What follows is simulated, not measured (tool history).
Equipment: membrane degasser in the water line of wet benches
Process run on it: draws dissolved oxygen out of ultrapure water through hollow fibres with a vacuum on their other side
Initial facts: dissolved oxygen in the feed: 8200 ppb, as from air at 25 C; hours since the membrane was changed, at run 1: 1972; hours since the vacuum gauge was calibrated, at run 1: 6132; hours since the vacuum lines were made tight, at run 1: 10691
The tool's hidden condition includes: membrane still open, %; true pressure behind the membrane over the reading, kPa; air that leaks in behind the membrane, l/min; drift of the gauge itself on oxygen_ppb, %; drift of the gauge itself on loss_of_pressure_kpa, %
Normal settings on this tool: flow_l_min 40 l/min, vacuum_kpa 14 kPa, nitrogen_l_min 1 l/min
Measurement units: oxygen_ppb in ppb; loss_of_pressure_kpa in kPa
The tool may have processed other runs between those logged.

run    hour  flow_l_min  vacuum_kpa  nitrogen_l_min  hours since the membrane was changed  hours since the vacuum gauge was calibrated  hours since the vacuum lines were made tight  oxygen_ppb  loss_of_pressure_kpa
  1       0          40          14               1                                  1972                                         6132                                         10691       863.5                 27.64
  2    61.5          40          14               1                                  2033                                         6194                                         10752       863.7                 27.69
  3   124.3          40          14               1                                  2096                                         6256                                         10815       863.9                 27.66
  4   163.2          40          14               1                                  2135                                         6295                                         10854       868.8                 27.83
  5   243.4          40          14            2.28                                  2215                                         6375                                         10934       484.2                 27.56
  6   299.3          40          14            2.28                                  2271                                         6431                                         10990       479.9                 27.72
  7   374.5          40          14            2.28                                  2346                                         6507                                         11065       477.3                 27.65
  8     434          40          14            2.28                                  2406                                         6566                                         11125         484                 27.52
  9   525.3          37          14               1                                  2497                                         6657                                         11216       809.9                 25.85
 10   569.2          37          14               1                                  2541                                         6701                                         11260         808                 25.75
 11   654.4          57          14               1                                  2626                                         6786                                         11345      1137.5                 39.39
 12   713.4          40          14               1                                  2685                                         6845                                         11404       864.4                 27.66
 13   764.2          40          14               1                                  2736                                         6896                                         11455       856.2                 27.76
 14   821.1          40          14               1                                  2793                                         6953                                         11512       861.6                 27.73
 15   860.3          40          14               1                                  2832                                         6992                                         11551         868                 27.83
 16   908.9          40          14               1                                  2881                                         7041                                         11600         865                 27.55
 17   993.3          47          14               1                                  2965                                         7125                                         11684       980.4                  32.3
 18    1070          26          15            0.48                                  3042                                         7202                                         11761      1091.2                    18
 19  1144.2          26         9.4            2.31                                  3116                                         7276                                         11835       195.7                 18.08
     1205.9  -- seals of the vacuum lines changed
 20  1233.8          26         9.4            2.31                                  3203                                         7364                                            28       197.5                 17.82
 21  1320.2          50        11.7            0.62                                  3290                                         7450                                           114      1124.7                 34.55
 22  1377.2          47        13.1            0.67                                  3347                                         7507                                           171      1164.5                 32.42
 23  1460.7          47        13.1            0.67                                  3430                                         7591                                           255      1167.8                 32.76
 24  1552.7          47        13.1            0.67                                  3522                                         7683                                           347      1179.2                 32.59
 25  1646.9          47         9.4             1.3                                  3617                                         7777                                           441       529.4                 32.63
 26  1699.1          40        19.9            1.97                                  3669                                         7829                                           493       771.1                 27.92
 27  1741.4          30         8.5            0.85                                  3711                                         7871                                           536       413.1                 20.45
 28  1798.1          30         8.5            0.85                                  3768                                         7928                                           592       415.2                 20.96
 29  1861.8          30         8.5            0.85                                  3831                                         7992                                           656       411.7                 20.28
 30  1913.5          40        12.1            0.53                                  3883                                         8043                                           708      1103.8                 27.93
 31  1986.2          62        10.6            0.52                                  3956                                         8116                                           780      1279.6                 43.01
     2047.1  -- vacuum gauge calibrated
 32  2077.9          62        10.6            0.52                                  4047                                           31                                           871      1261.4                 43.01
 33  2131.4          37        18.9            2.48                                  4101                                           84                                           925       564.3                 25.65

Each row is a separate what-if for the run after 33, all from the same tool condition, not one after another. Results?
  A  2218.7          61         9.1             0.5                                  4188                                          172                                          1012           ?                     ?
  B  2218.7          37        10.1            1.47                                  4188                                          172                                          1012           ?                     ?
  C  2218.7          40        28.5            0.71                                  4188                                          172                                          1012           ?                     ?

run  oxygen_ppb  loss_of_pressure_kpa
  A      1068.1                 42.15
  B         425                 25.58
  C      2122.8                 27.74
What these runs would have given with no unlogged condition in the tool:
run  oxygen_ppb  loss_of_pressure_kpa
  A      1067.8                 42.13
  B       424.8                 25.57
  C      2122.7                 27.73
